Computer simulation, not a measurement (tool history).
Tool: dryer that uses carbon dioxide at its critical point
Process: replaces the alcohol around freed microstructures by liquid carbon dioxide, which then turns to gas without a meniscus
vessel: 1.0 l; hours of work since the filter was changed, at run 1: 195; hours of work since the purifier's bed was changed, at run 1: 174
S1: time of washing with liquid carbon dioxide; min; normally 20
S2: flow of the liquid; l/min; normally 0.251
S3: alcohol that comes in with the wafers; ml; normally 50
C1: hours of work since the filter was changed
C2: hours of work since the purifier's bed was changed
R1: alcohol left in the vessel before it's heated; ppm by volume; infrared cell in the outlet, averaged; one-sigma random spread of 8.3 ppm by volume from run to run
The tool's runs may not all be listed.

run 1 hour=0.0 | S1=20 S2=0.251 S3=50 | C1=195 C2=174 | R1=605
run 2 hour=13.8 | S1=20 S2=0.251 S3=50 | C1=202 C2=181 | R1=609
run 3 hour=25.2 | S1=20 S2=0.214 S3=50 | C1=208 C2=187 | R1=1110
run 4 hour=37.3 | S1=16 S2=0.251 S3=50 | C1=215 C2=193 | R1=1482
run 5 hour=45.0 | S1=17 S2=0.251 S3=50 | C1=219 C2=198 | R1=1174
run 6 hour=52.4 | S1=20 S2=0.251 S3=50 | C1=223 C2=201 | R1=606
run 7 hour=66.7 | S1=20 S2=0.251 S3=50 | C1=230 C2=209 | R1=630
run 8 hour=75.3 | S1=20 S2=0.251 S3=50 | C1=235 C2=214 | R1=624
run 9 hour=89.4 | S1=20 S2=0.251 S3=50 | C1=242 C2=221 | R1=645
run 10 hour=97.4 | S1=18 S2=0.305 S3=23 | C1=247 C2=225 | R1=231
run 11 hour=108.8 | S1=26 S2=0.237 S3=93 | C1=253 C2=232 | R1=439
run 12 hour=117.8 | S1=26 S2=0.237 S3=93 | C1=257 C2=236 | R1=460
run 13 hour=132.4 | S1=20 S2=0.164 S3=25 | C1=265 C2=244 | R1=1392
run 14 hour=143.1 | S1=16 S2=0.251 S3=36 | C1=271 C2=250 | R1=1151
run 15 hour=156.9 | S1=28 S2=0.279 S3=50 | C1=278 C2=257 | R1=85
run 16 hour=167.2 | S1=20 S2=0.386 S3=43 | C1=284 C2=263 | R1=83

Estimate the outcome of run 17 from the log above:
run 17 hour=178.6 | S1=21 S2=0.202 S3=34 | C1=290 C2=269 | R1=?

{"run 17": {"R1": 907}}
With the hidden condition absent and the run-to-run variation left alone, this run would have shown R1 619 ppm by volume.
